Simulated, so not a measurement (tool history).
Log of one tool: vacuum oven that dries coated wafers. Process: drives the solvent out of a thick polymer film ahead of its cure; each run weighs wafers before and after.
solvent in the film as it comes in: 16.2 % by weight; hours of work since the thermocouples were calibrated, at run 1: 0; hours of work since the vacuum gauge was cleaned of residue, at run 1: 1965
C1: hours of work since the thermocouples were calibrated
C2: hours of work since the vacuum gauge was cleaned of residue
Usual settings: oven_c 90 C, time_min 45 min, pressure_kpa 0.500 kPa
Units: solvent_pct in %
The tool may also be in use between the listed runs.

run 1 hour=0.0 | oven_c=90 time_min=45 pressure_kpa=0.500 | C1=0 C2=1965 | solvent_pct=3.26
run 2 hour=49.2 | oven_c=90 time_min=45 pressure_kpa=0.500 | C1=34 C2=1999 | solvent_pct=3.22
run 3 hour=91.1 | oven_c=90 time_min=45 pressure_kpa=1.862 | C1=64 C2=2028 | solvent_pct=5.46
run 4 hour=137.9 | oven_c=100 time_min=45 pressure_kpa=0.500 | C1=97 C2=2061 | solvent_pct=1.43
run 5 hour=212.5 | oven_c=100 time_min=45 pressure_kpa=0.500 | C1=149 C2=2113 | solvent_pct=1.28
run 6 hour=270.0 | oven_c=88 time_min=78 pressure_kpa=1.418 | C1=189 C2=2154 | solvent_pct=3.74
run 7 hour=314.8 | oven_c=90 time_min=30 pressure_kpa=1.129 | C1=220 C2=2185 | solvent_pct=5.84
run 8 hour=357.0 | oven_c=85 time_min=32 pressure_kpa=0.500 | C1=250 C2=2214 | solvent_pct=6.17
run 9 hour=392.9 | oven_c=85 time_min=32 pressure_kpa=0.500 | C1=275 C2=2240 | solvent_pct=6.07

Run 10 comes next. What will it give?
-- hour=406.9 vacuum gauge cleaned of residue and calibrated
run 10 hour=430.9 | oven_c=85 time_min=39 pressure_kpa=0.500 | C1=300 C2=17 | solvent_pct=?

solvent_pct: 5.31 %
Without the tool's hidden state the same run would have given solvent_pct 5.31 %.
